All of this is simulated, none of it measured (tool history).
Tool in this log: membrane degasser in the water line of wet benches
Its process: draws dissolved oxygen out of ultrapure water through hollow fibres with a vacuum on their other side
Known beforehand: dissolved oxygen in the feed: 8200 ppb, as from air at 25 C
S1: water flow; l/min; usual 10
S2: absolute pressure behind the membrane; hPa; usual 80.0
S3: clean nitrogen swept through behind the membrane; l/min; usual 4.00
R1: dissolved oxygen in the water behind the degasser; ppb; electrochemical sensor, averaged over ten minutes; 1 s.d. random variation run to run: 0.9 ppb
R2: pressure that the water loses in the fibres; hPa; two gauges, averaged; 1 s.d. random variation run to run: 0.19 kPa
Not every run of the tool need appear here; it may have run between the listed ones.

| run | hour | S1 | S2 | S3 | R1 | R2 |
|---|---|---|---|---|---|---|
| 1 | 0.0 | 10 | 80.0 | 4.00 | 85.1 | 403.5 |
|  | 57.1 | vacuum gauge calibrated |
| 2 | 91.4 | 10 | 80.0 | 5.11 | 77.3 | 405.8 |
| 3 | 280.8 | 10 | 80.0 | 5.11 | 78.9 | 406.7 |
| 4 | 461.2 | 10 | 80.0 | 4.00 | 84.8 | 407.3 |
| 5 | 639.5 | 10 | 80.0 | 4.00 | 85.7 | 405.6 |
| 6 | 750.9 | 10 | 80.0 | 4.00 | 85.1 | 406.3 |
| 7 | 870.9 | 9 | 80.0 | 4.00 | 62.5 | 366.4 |
| 8 | 1070.0 | 8 | 149.7 | 4.00 | 76.6 | 327.5 |
| 9 | 1204.0 | 10 | 149.7 | 5.31 | 108.3 | 408.4 |
| 10 | 1407.8 | 6 | 131.0 | 8.58 | 21.2 | 242.1 |
| 11 | 1597.3 | 6 | 131.0 | 8.58 | 21.7 | 241.5 |
|  | 1778.8 | seals of the vacuum lines changed |
| 12 | 1801.2 | 6 | 131.0 | 8.58 | 21.5 | 239.0 |

Predict each of these 4 candidate next runs independently; none follows another, all start after run 12:
| A | 1953.5 | 13 | 80.0 | 4.00 | ? | ? |
| B | 1953.5 | 10 | 171.1 | 3.82 | ? | ? |
| C | 1953.5 | 9 | 131.0 | 8.58 | ? | ? |
| D | 1953.5 | 14 | 99.9 | 3.87 | ? | ? |

| run | R1 | R2 |
|---|---|---|
| A | 183.2 | 527.5 |
| B | 143.5 | 406.1 |
| C | 61.0 | 367.3 |
| D | 245.6 | 568.5 |
Without the tool's hidden state the same runs would have given:
| run | R1 | R2 |
|---|---|---|
| A | 182.9 | 527.3 |
| B | 143.3 | 405.9 |
| C | 61.0 | 367.2 |
| D | 245.3 | 568.3 |
